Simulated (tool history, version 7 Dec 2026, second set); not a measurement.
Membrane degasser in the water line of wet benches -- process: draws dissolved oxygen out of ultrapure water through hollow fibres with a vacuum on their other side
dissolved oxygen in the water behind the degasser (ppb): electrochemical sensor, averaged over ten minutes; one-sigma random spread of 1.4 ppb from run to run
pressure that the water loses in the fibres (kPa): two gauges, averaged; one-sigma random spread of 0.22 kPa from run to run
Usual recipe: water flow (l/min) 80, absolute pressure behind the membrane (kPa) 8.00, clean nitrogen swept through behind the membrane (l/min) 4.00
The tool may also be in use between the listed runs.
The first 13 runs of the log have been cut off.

| run | day | water flow (l/min) | absolute pressure behind the membrane (kPa) | clean nitrogen swept through behind the membrane (l/min) | hours since the membrane was changed | hours since the vacuum gauge was calibrated | hours since the vacuum lines were made tight | dissolved oxygen in the water behind the degasser (ppb) | pressure that the water loses in the fibres (kPa) |
|---|---|---|---|---|---|---|---|---|---|
| 14 | 71.283 | 80 | 8.00 | 2.72 | 7157 | 660 | 635 | 327.1 | 56.54 |
| 15 | 78.804 | 80 | 8.00 | 2.72 | 7338 | 840 | 816 | 323.1 | 56.15 |
| 16 | 82.783 | 80 | 8.00 | 4.00 | 7433 | 936 | 911 | 239.3 | 56.45 |
|  | 89.267 | vacuum gauge calibrated, once more |
| 17 | 89.700 | 85 | 13.41 | 10.43 | 7599 | 10 | 1077 | 197.5 | 59.76 |
| 18 | 96.012 | 54 | 6.88 | 8.88 | 7750 | 162 | 1228 | 54.1 | 38.08 |
| 19 | 102.629 | 98 | 8.00 | 6.89 | 7909 | 321 | 1387 | 161.7 | 69.42 |
| 20 | 110.200 | 90 | 9.42 | 5.98 | 8091 | 502 | 1569 | 214.6 | 64.11 |
| 21 | 116.242 | 101 | 8.00 | 6.39 | 8236 | 647 | 1714 | 178.5 | 71.37 |
| 22 | 121.283 | 80 | 8.00 | 9.38 | 8357 | 768 | 1835 | 100.6 | 57.29 |
| 23 | 127.892 | 70 | 8.00 | 5.87 | 8515 | 927 | 1993 | 135.3 | 49.92 |
| 24 | 134.071 | 70 | 8.00 | 5.87 | 8664 | 1075 | 2141 | 134.5 | 49.94 |
| 25 | 141.000 | 63 | 5.36 | 4.65 | 8830 | 1242 | 2308 | 69.3 | 45.07 |
| 26 | 148.033 | 63 | 8.07 | 3.70 | 8999 | 1410 | 2477 | 186.3 | 44.86 |
| 27 | 155.571 | 80 | 12.60 | 3.70 | 9180 | 1591 | 2658 | 435.5 | 57.62 |
| 28 | 162.588 | 80 | 12.60 | 3.70 | 9348 | 1760 | 2826 | 435.6 | 57.23 |
| 29 | 167.358 | 80 | 12.60 | 3.70 | 9463 | 1874 | 2940 | 440.0 | 57.60 |
| 30 | 171.242 | 80 | 12.60 | 3.70 | 9556 | 1967 | 3034 | 434.6 | 57.69 |
| 31 | 176.675 | 114 | 9.82 | 1.74 | 9686 | 2098 | 3164 | 741.3 | 82.29 |
| 32 | 179.842 | 67 | 5.13 | 1.78 | 9762 | 2174 | 3240 | 157.7 | 48.38 |

What if the next run were any one of these 4? Each begins from the tool's condition after run 32:
| A | 187.279 | 97 | 6.54 | 1.78 | 9941 | 2352 | 3419 | ? | ? |
| B | 187.279 | 80 | 12.20 | 4.58 | 9941 | 2352 | 3419 | ? | ? |
| C | 187.279 | 127 | 5.13 | 10.16 | 9941 | 2352 | 3419 | ? | ? |
| D | 187.279 | 59 | 7.89 | 4.00 | 9941 | 2352 | 3419 | ? | ? |

| run | dissolved oxygen in the water behind the degasser (ppb) | pressure that the water loses in the fibres (kPa) |
|---|---|---|
| A | 347.8 | 70.47 |
| B | 350.5 | 57.39 |
| C | 84.5 | 91.74 |
| D | 162.9 | 42.30 |
Without the tool's hidden state the same runs would have given:
| run | dissolved oxygen in the water behind the degasser (ppb) | pressure that the water loses in the fibres (kPa) |
|---|---|---|
| A | 331.6 | 65.52 |
| B | 343.4 | 53.31 |
| C | 71.8 | 85.28 |
| D | 157.5 | 39.31 |

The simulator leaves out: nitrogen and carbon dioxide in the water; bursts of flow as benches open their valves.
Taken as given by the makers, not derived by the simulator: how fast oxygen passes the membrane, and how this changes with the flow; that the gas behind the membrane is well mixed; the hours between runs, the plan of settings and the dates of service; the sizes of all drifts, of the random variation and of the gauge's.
